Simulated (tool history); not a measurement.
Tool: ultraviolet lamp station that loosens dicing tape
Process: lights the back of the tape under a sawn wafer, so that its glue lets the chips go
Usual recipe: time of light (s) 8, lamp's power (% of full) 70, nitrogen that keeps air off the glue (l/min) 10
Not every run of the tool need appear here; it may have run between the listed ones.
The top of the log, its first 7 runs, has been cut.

run,hour,time of light (s),lamp's power (% of full),nitrogen that keeps air off the glue (l/min),hours of work of the lamp,hours of work since the window was cleaned,force that peels the tape off (N),light that reached the tape (J/m2)
8,132.8,4,70,10,722,87,4.372,870
9,154.9,4,70,10,734,99,4.364,870
10,180.3,4,70,10,748,113,4.49,870
11,204.2,4,70,10,761,126,4.581,820
12,218.4,8,70,10,769,133,1.822,1660
13,244.6,8,70,15,783,148,1.762,1660
14,270,8,70,10,797,162,1.939,1620
15,285.8,8,70,10,806,170,1.947,1640
16,312.8,8,70,10,820,185,2.021,1620
17,337.7,14,70,10,834,199,0.654,2740
# hour 358.9: window cleaned of glue's vapour
18,365.2,14,70,10,849,3,0.597,2860
19,386.7,12,70,10,860,15,0.885,2440
20,411.5,12,70,10,874,29,0.888,2460
# hour 424: lamp changed
21,430,12,70,10,3,38,0.334,3760
22,451.4,12,70,10,15,50,0.346,3730

Expected results for the next run?
23,476.2,6,70,5,29,63,?,?

force that peels the tape off (N): 1.954
light that reached the tape (J/m2): 1880
If the tool had no hidden condition, the same run with the same run-to-run variation would have returned force that peels the tape off (N) 1.827, light that reached the tape (J/m2) 1960.

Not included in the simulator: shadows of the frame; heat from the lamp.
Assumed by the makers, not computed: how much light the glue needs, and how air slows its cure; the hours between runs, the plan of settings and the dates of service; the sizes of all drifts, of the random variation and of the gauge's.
